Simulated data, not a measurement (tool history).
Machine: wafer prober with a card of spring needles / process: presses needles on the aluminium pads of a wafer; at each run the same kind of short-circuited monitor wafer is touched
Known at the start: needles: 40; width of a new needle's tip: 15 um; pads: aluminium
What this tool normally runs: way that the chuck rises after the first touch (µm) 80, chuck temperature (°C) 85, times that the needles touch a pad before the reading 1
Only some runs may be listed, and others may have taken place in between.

run,day,way that the chuck rises after the first touch (µm),chuck temperature (°C),times that the needles touch a pad before the reading,resistance of one needle with its contact and lead (mohm),way that a needle slides on the pad (µm)
1,0.000,80,85,1,207,9.94
# day 0.262: tips cleaned on abrasive film
# day 0.612: tips cleaned on abrasive film
# day 1.050: tips cleaned on abrasive film
# day 1.400: tips cleaned on abrasive film
# day 1.838: tips cleaned on abrasive film
# day 2.188: tips cleaned on abrasive film
2,2.400,80,32,1,207,9.89
# day 2.579: tips cleaned on abrasive film
# day 2.929: tips cleaned on abrasive film
# day 3.367: tips cleaned on abrasive film
3,3.617,69,32,1,232,8.42
# day 3.792: tips cleaned on abrasive film
# day 4.142: tips cleaned on abrasive film
# day 4.492: tips cleaned on abrasive film
# day 4.842: tips cleaned on abrasive film
# day 5.279: tips cleaned on abrasive film
# day 5.629: tips cleaned on abrasive film
# day 6.000: tips cleaned on abrasive film
4,6.000,80,85,1,176,9.81
# day 6.350: tips cleaned on abrasive film
# day 6.788: tips cleaned on abrasive film
# day 7.138: tips cleaned on abrasive film
5,7.417,73,85,1,238,8.81
# day 7.508: tips cleaned on abrasive film
# day 7.521: height of the first contact set anew
# day 7.871: tips cleaned on abrasive film
# day 8.221: tips cleaned on abrasive film
# day 8.658: tips cleaned on abrasive film
# day 9.096: tips cleaned on abrasive film
6,9.371,80,85,1,223,9.38

What will run 7 give?
# day 9.462: tips cleaned on abrasive film
# day 9.812: tips cleaned on abrasive film
# day 10.162: tips cleaned on abrasive film
# day 10.600: tips cleaned on abrasive film
# day 10.950: tips cleaned on abrasive film
# day 11.388: tips cleaned on abrasive film
7,11.525,80,85,1,?,?

For run 7 the tool returned resistance of one needle with its contact and lead (mohm) 212, way that a needle slides on the pad (µm) 9.40.
Without the tool's hidden state the same run would have given resistance of one needle with its contact and lead (mohm) 167, way that a needle slides on the pad (µm) 10.43.

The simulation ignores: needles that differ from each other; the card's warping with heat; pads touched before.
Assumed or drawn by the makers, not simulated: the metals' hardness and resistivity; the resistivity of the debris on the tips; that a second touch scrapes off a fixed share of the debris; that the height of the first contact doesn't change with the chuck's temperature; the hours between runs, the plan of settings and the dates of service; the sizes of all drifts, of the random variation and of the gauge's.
